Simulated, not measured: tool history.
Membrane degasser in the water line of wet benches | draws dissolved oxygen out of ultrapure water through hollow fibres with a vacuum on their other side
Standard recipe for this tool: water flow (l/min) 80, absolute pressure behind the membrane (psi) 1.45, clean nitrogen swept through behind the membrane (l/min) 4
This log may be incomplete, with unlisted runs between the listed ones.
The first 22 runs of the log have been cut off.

run,hour,water flow (l/min),absolute pressure behind the membrane (psi),clean nitrogen swept through behind the membrane (l/min),dissolved oxygen in the water behind the degasser (ppb),pressure that the water loses in the fibres (psi)
23,4711.1,80,0.93,9.6,97.7,4.363
24,4872.8,72,1.61,4.57,297.8,3.916
25,5061.2,66,1.45,4,265.4,3.624
26,5179.5,77,2.84,4,682.9,4.222
27,5321.6,77,1.62,3.64,393.5,4.225
28,5461.4,92,1.62,5.75,339.7,5.06
29,5724.2,92,1.62,5.75,339.6,5.053
30,5982.9,79,1.45,11.76,143.9,4.326
31,6207.6,87,3.31,11.76,380.3,4.815
32,6455.4,87,3.31,10.47,419.7,4.827

Here are 4 independent what-if runs from the current tool condition. What would each one return?
A,6638.5,86,1.45,1.7,?,?
B,6638.5,104,1.45,4,?,?
C,6638.5,63,1.23,1.72,?,?
D,6638.5,80,1.45,4,?,?

run,dissolved oxygen in the water behind the degasser (ppb),pressure that the water loses in the fibres (psi)
A,670.2,4.728
B,455.1,5.775
C,405.6,3.462
D,334.7,4.405
With no hidden state in the tool, these same runs would have given:
run,dissolved oxygen in the water behind the degasser (ppb),pressure that the water loses in the fibres (psi)
A,645.8,4.477
B,428.7,5.472
C,389.8,3.279
D,318.7,4.171
